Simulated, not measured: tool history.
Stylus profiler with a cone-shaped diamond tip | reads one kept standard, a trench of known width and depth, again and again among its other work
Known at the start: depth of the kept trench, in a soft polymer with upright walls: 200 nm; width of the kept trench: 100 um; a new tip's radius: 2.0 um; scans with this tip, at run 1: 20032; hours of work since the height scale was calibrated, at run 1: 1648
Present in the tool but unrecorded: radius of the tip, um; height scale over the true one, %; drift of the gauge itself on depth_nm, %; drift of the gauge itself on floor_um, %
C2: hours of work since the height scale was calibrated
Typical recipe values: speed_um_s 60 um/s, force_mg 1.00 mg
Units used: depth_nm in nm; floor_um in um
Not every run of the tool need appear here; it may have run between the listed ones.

{"run": 1, "hour": 0.0, "speed_um_s": 60, "force_mg": 1.0, "scans with this tip": 20032, "C2": 1648, "depth_nm": 201.58, "floor_um": 97.94}
{"run": 2, "hour": 15.9, "speed_um_s": 60, "force_mg": 1.0, "scans with this tip": 20166, "C2": 1659, "depth_nm": 201.62, "floor_um": 97.95}
{"run": 3, "hour": 27.0, "speed_um_s": 60, "force_mg": 1.0, "scans with this tip": 20260, "C2": 1666, "depth_nm": 201.58, "floor_um": 97.97}
{"run": 4, "hour": 42.5, "speed_um_s": 60, "force_mg": 1.0, "scans with this tip": 20390, "C2": 1677, "depth_nm": 201.62, "floor_um": 97.96}
{"run": 5, "hour": 60.5, "speed_um_s": 60, "force_mg": 1.0, "scans with this tip": 20541, "C2": 1689, "depth_nm": 201.63, "floor_um": 98.02}
{"run": 6, "hour": 76.9, "speed_um_s": 60, "force_mg": 1.0, "scans with this tip": 20680, "C2": 1701, "depth_nm": 201.57, "floor_um": 97.93}
{"run": 7, "hour": 97.3, "speed_um_s": 16, "force_mg": 1.0, "scans with this tip": 20852, "C2": 1715, "depth_nm": 201.59, "floor_um": 98.17}
{"run": 8, "hour": 114.4, "speed_um_s": 60, "force_mg": 1.0, "scans with this tip": 20996, "C2": 1727, "depth_nm": 201.62, "floor_um": 97.95}
{"hour": 137.9, "done": "new tip fitted, height scale calibrated"}
{"run": 9, "hour": 138.6, "speed_um_s": 60, "force_mg": 1.0, "scans with this tip": 7, "C2": 1, "depth_nm": 201.66, "floor_um": 97.93}
{"run": 10, "hour": 152.5, "speed_um_s": 60, "force_mg": 1.0, "scans with this tip": 123, "C2": 10, "depth_nm": 201.57, "floor_um": 98.0}
{"run": 11, "hour": 173.5, "speed_um_s": 60, "force_mg": 0.7, "scans with this tip": 300, "C2": 25, "depth_nm": 201.24, "floor_um": 97.88}
{"run": 12, "hour": 198.1, "speed_um_s": 60, "force_mg": 0.7, "scans with this tip": 507, "C2": 42, "depth_nm": 201.2, "floor_um": 97.84}
{"run": 13, "hour": 222.4, "speed_um_s": 60, "force_mg": 0.43, "scans with this tip": 712, "C2": 59, "depth_nm": 200.9, "floor_um": 97.75}
{"run": 14, "hour": 237.2, "speed_um_s": 60, "force_mg": 0.43, "scans with this tip": 836, "C2": 69, "depth_nm": 200.87, "floor_um": 97.81}
{"run": 15, "hour": 249.9, "speed_um_s": 60, "force_mg": 2.46, "scans with this tip": 943, "C2": 78, "depth_nm": 202.91, "floor_um": 98.06}
{"run": 16, "hour": 265.7, "speed_um_s": 60, "force_mg": 2.46, "scans with this tip": 1076, "C2": 89, "depth_nm": 202.91, "floor_um": 98.01}
{"run": 17, "hour": 291.0, "speed_um_s": 60, "force_mg": 2.46, "scans with this tip": 1289, "C2": 106, "depth_nm": 202.87, "floor_um": 98.07}
{"run": 18, "hour": 313.3, "speed_um_s": 60, "force_mg": 2.46, "scans with this tip": 1477, "C2": 121, "depth_nm": 202.93, "floor_um": 98.08}
{"run": 19, "hour": 333.1, "speed_um_s": 60, "force_mg": 2.23, "scans with this tip": 1644, "C2": 135, "depth_nm": 202.72, "floor_um": 98.1}
{"run": 20, "hour": 357.1, "speed_um_s": 60, "force_mg": 1.0, "scans with this tip": 1846, "C2": 152, "depth_nm": 201.59, "floor_um": 97.99}
{"run": 21, "hour": 368.6, "speed_um_s": 60, "force_mg": 1.0, "scans with this tip": 1943, "C2": 160, "depth_nm": 201.56, "floor_um": 97.96}
{"run": 22, "hour": 380.0, "speed_um_s": 60, "force_mg": 1.0, "scans with this tip": 2039, "C2": 168, "depth_nm": 201.59, "floor_um": 97.93}
{"run": 23, "hour": 397.9, "speed_um_s": 138, "force_mg": 1.0, "scans with this tip": 2189, "C2": 180, "depth_nm": 201.58, "floor_um": 97.57}
{"run": 24, "hour": 417.9, "speed_um_s": 138, "force_mg": 1.0, "scans with this tip": 2357, "C2": 194, "depth_nm": 201.58, "floor_um": 97.62}
{"run": 25, "hour": 432.9, "speed_um_s": 138, "force_mg": 1.0, "scans with this tip": 2484, "C2": 204, "depth_nm": 201.6, "floor_um": 97.59}
{"run": 26, "hour": 451.3, "speed_um_s": 138, "force_mg": 1.0, "scans with this tip": 2639, "C2": 217, "depth_nm": 201.6, "floor_um": 97.56}
{"run": 27, "hour": 462.9, "speed_um_s": 138, "force_mg": 1.0, "scans with this tip": 2737, "C2": 225, "depth_nm": 201.57, "floor_um": 97.56}
{"run": 28, "hour": 474.7, "speed_um_s": 87, "force_mg": 0.58, "scans with this tip": 2836, "C2": 233, "depth_nm": 201.01, "floor_um": 97.68}
{"run": 29, "hour": 494.1, "speed_um_s": 130, "force_mg": 0.64, "scans with this tip": 2999, "C2": 247, "depth_nm": 201.15, "floor_um": 97.5}
{"run": 30, "hour": 506.3, "speed_um_s": 130, "force_mg": 0.64, "scans with this tip": 3102, "C2": 255, "depth_nm": 201.13, "floor_um": 97.45}
{"run": 31, "hour": 520.9, "speed_um_s": 72, "force_mg": 0.87, "scans with this tip": 3225, "C2": 265, "depth_nm": 201.47, "floor_um": 97.91}
{"run": 32, "hour": 538.0, "speed_um_s": 195, "force_mg": 1.09, "scans with this tip": 3369, "C2": 277, "depth_nm": 201.64, "floor_um": 97.32}
{"run": 33, "hour": 554.5, "speed_um_s": 195, "force_mg": 1.09, "scans with this tip": 3508, "C2": 288, "depth_nm": 201.65, "floor_um": 97.41}
{"run": 34, "hour": 574.9, "speed_um_s": 29, "force_mg": 0.52, "scans with this tip": 3679, "C2": 303, "depth_nm": 200.94, "floor_um": 98.05}
{"run": 35, "hour": 592.7, "speed_um_s": 40, "force_mg": 1.6, "scans with this tip": 3829, "C2": 315, "depth_nm": 202.14, "floor_um": 98.08}
{"run": 36, "hour": 608.0, "speed_um_s": 100, "force_mg": 0.4, "scans with this tip": 3958, "C2": 326, "depth_nm": 200.84, "floor_um": 97.44}
{"run": 37, "hour": 620.4, "speed_um_s": 18, "force_mg": 0.76, "scans with this tip": 4062, "C2": 334, "depth_nm": 201.36, "floor_um": 98.17}
{"run": 38, "hour": 632.2, "speed_um_s": 37, "force_mg": 0.41, "scans with this tip": 4161, "C2": 342, "depth_nm": 200.84, "floor_um": 97.98}
{"run": 39, "hour": 645.4, "speed_um_s": 37, "force_mg": 0.41, "scans with this tip": 4273, "C2": 351, "depth_nm": 200.85, "floor_um": 98.02}
{"run": 40, "hour": 660.7, "speed_um_s": 24, "force_mg": 0.42, "scans with this tip": 4401, "C2": 362, "depth_nm": 200.91, "floor_um": 98.09}
{"run": 41, "hour": 672.3, "speed_um_s": 121, "force_mg": 0.36, "scans with this tip": 4499, "C2": 370, "depth_nm": 200.88, "floor_um": 97.28}
{"run": 42, "hour": 696.9, "speed_um_s": 121, "force_mg": 0.36, "scans with this tip": 4706, "C2": 387, "depth_nm": 200.74, "floor_um": 97.3}
{"run": 43, "hour": 715.5, "speed_um_s": 42, "force_mg": 1.13, "scans with this tip": 4863, "C2": 400, "depth_nm": 201.73, "floor_um": 98.01}
{"run": 44, "hour": 729.2, "speed_um_s": 54, "force_mg": 1.08, "scans with this tip": 4978, "C2": 409, "depth_nm": 201.68, "floor_um": 98.06}
{"run": 45, "hour": 741.4, "speed_um_s": 54, "force_mg": 1.37, "scans with this tip": 5081, "C2": 418, "depth_nm": 201.91, "floor_um": 98.01}
{"run": 46, "hour": 752.6, "speed_um_s": 73, "force_mg": 1.37, "scans with this tip": 5175, "C2": 426, "depth_nm": 201.96, "floor_um": 97.92}

Alternative continuations, all from the tool just after run 46; predict every row:
{"run": "A", "hour": 771.4, "speed_um_s": 60, "force_mg": 0.46, "scans with this tip": 5333, "C2": 439, "depth_nm": "?", "floor_um": "?"}
{"run": "B", "hour": 771.4, "speed_um_s": 182, "force_mg": 1.0, "scans with this tip": 5333, "C2": 439, "depth_nm": "?", "floor_um": "?"}
{"run": "C", "hour": 771.4, "speed_um_s": 26, "force_mg": 1.08, "scans with this tip": 5333, "C2": 439, "depth_nm": "?", "floor_um": "?"}
{"run": "D", "hour": 771.4, "speed_um_s": 33, "force_mg": 1.0, "scans with this tip": 5333, "C2": 439, "depth_nm": "?", "floor_um": "?"}
{"run": "E", "hour": 771.4, "speed_um_s": 60, "force_mg": 1.4, "scans with this tip": 5333, "C2": 439, "depth_nm": "?", "floor_um": "?"}

run=A depth_nm=200.92 floor_um=97.84
run=B depth_nm=201.61 floor_um=97.34
run=C depth_nm=201.70 floor_um=98.16
run=D depth_nm=201.63 floor_um=98.11
run=E depth_nm=201.96 floor_um=97.99
Take away the tool's hidden state, keep each run's random variation, and the runs would have read:
run=A depth_nm=200.92 floor_um=97.84
run=B depth_nm=201.60 floor_um=97.34
run=C depth_nm=201.70 floor_um=98.16
run=D depth_nm=201.63 floor_um=98.12
run=E depth_nm=201.96 floor_um=98.00
